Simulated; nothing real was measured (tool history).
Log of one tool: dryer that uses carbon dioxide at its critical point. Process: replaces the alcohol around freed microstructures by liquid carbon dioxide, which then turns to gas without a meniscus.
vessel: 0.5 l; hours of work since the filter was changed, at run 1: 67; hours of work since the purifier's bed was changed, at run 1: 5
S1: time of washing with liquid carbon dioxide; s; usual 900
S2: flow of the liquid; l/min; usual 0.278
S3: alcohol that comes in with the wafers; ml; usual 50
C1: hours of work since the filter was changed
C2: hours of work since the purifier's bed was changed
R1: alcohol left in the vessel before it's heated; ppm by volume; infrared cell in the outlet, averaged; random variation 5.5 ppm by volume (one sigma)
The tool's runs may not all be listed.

run	day	S1	S2	S3	C1	C2	R1
1	0	900	0.278	50	67	5	186
2	0.267	900	0.278	50	70	8	173
3	0.617	900	0.278	50	75	13	187
4	0.929	900	0.278	50	79	17	186
5	1.212	900	0.278	50	82	20	189
6	1.533	900	0.465	50	87	25	16
7	1.879	900	0.465	50	91	29	13
8	2.292	900	0.278	50	96	34	193
9	2.496	900	0.278	50	99	37	189
10	2.912	900	0.278	50	104	42	185
11	3.196	900	0.183	22	108	46	712
12	3.558	1020	0.278	30	112	50	64
13	3.962	960	0.278	30	117	55	85
14	4.258	960	0.278	30	121	59	92
15	4.679	960	0.278	30	126	64	95
16	4.992	960	0.278	30	130	68	95
17	5.208	540	0.371	20	133	71	279
18	5.467	720	0.344	48	136	74	216
19	5.738	900	0.461	32	140	78	30
20	5.921	660	0.262	50	142	80	1340

Measured less the same run without the tool's hidden state. The same run-to-run variation is in both; the gauge's scatter may not be:
The hidden state here: flow that reaches the vessel past the clogged filter, %; alcohol in the recycled carbon dioxide, ppm; drift of the gauge itself on alcohol_ppm, %.
run	R1
1	+22
2	+23
3	+26
4	+27
5	+29
6	+6
7	+6
8	+35
9	+36
10	+38
11	+89
12	+19
13	+25
14	+25
15	+27
16	+29
17	+56
18	+53
19	+15
20	+214

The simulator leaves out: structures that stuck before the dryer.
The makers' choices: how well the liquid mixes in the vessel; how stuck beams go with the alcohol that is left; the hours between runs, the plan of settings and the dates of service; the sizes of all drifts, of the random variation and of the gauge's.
